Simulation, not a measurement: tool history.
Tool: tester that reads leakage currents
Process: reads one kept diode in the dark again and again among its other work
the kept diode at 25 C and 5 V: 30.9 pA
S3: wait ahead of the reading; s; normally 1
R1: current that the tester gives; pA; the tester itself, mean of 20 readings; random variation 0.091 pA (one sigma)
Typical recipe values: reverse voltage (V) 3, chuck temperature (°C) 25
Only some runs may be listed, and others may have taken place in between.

run 1 hour=0 | reverse_voltage_(V)=3 chuck_temperature_(°C)=25 S3=1 | R1=26.38
run 2 hour=56.7 | reverse_voltage_(V)=3 chuck_temperature_(°C)=25 S3=1 | R1=26.58
run 3 hour=92.7 | reverse_voltage_(V)=3 chuck_temperature_(°C)=25 S3=1 | R1=26.48
run 4 hour=173.2 | reverse_voltage_(V)=3 chuck_temperature_(°C)=25 S3=1 | R1=26.69
run 5 hour=239.5 | reverse_voltage_(V)=3 chuck_temperature_(°C)=25 S3=1 | R1=26.98
run 6 hour=304.2 | reverse_voltage_(V)=3 chuck_temperature_(°C)=25 S3=1 | R1=26.74
run 7 hour=350.1 | reverse_voltage_(V)=3 chuck_temperature_(°C)=25 S3=1 | R1=27.1
run 8 hour=389.8 | reverse_voltage_(V)=3 chuck_temperature_(°C)=25 S3=1 | R1=27.15
run 9 hour=434.8 | reverse_voltage_(V)=10.44 chuck_temperature_(°C)=44 S3=1.14 | R1=190.41
run 10 hour=498 | reverse_voltage_(V)=13.58 chuck_temperature_(°C)=43 S3=4.42 | R1=198.46
run 11 hour=560.8 | reverse_voltage_(V)=8.92 chuck_temperature_(°C)=43 S3=3.47 | R1=163.26
run 12 hour=615.6 | reverse_voltage_(V)=8.92 chuck_temperature_(°C)=43 S3=3.47 | R1=164.27
run 13 hour=651.1 | reverse_voltage_(V)=8.92 chuck_temperature_(°C)=27 S3=0.81 | R1=56
run 14 hour=713.7 | reverse_voltage_(V)=3.69 chuck_temperature_(°C)=27 S3=0.46 | R1=36.68
run 15 hour=769 | reverse_voltage_(V)=14.58 chuck_temperature_(°C)=33 S3=9.56 | R1=104.83

Some steps in R1, run to run, broken into two amounts with sign: the step expected even without the hidden condition (settings, incoming material, random variation), and the rest, left for the hidden condition together with whatever gauge scatter is not in both the measured and the hidden-condition-free result:
Hidden conditions of the tool in this case: stray current of the dirty probe card, pA a volt; current scale over the true one, %; true chuck temperature over the reading, C; drift of the gauge itself on leakage_pa, %.
Run 8 -> 9: reverse voltage (V) 3 -> 10.44, chuck temperature (°C) 25 -> 44, S3 1 -> 1.14. R1 +163.26 pA: hidden state +4.97, all else +158.29.
Run 14 -> 15: reverse voltage (V) 3.69 -> 14.58, chuck temperature (°C) 27 -> 33, S3 0.46 -> 9.56. R1 +68.15 pA: hidden state +8.51, all else +59.64.

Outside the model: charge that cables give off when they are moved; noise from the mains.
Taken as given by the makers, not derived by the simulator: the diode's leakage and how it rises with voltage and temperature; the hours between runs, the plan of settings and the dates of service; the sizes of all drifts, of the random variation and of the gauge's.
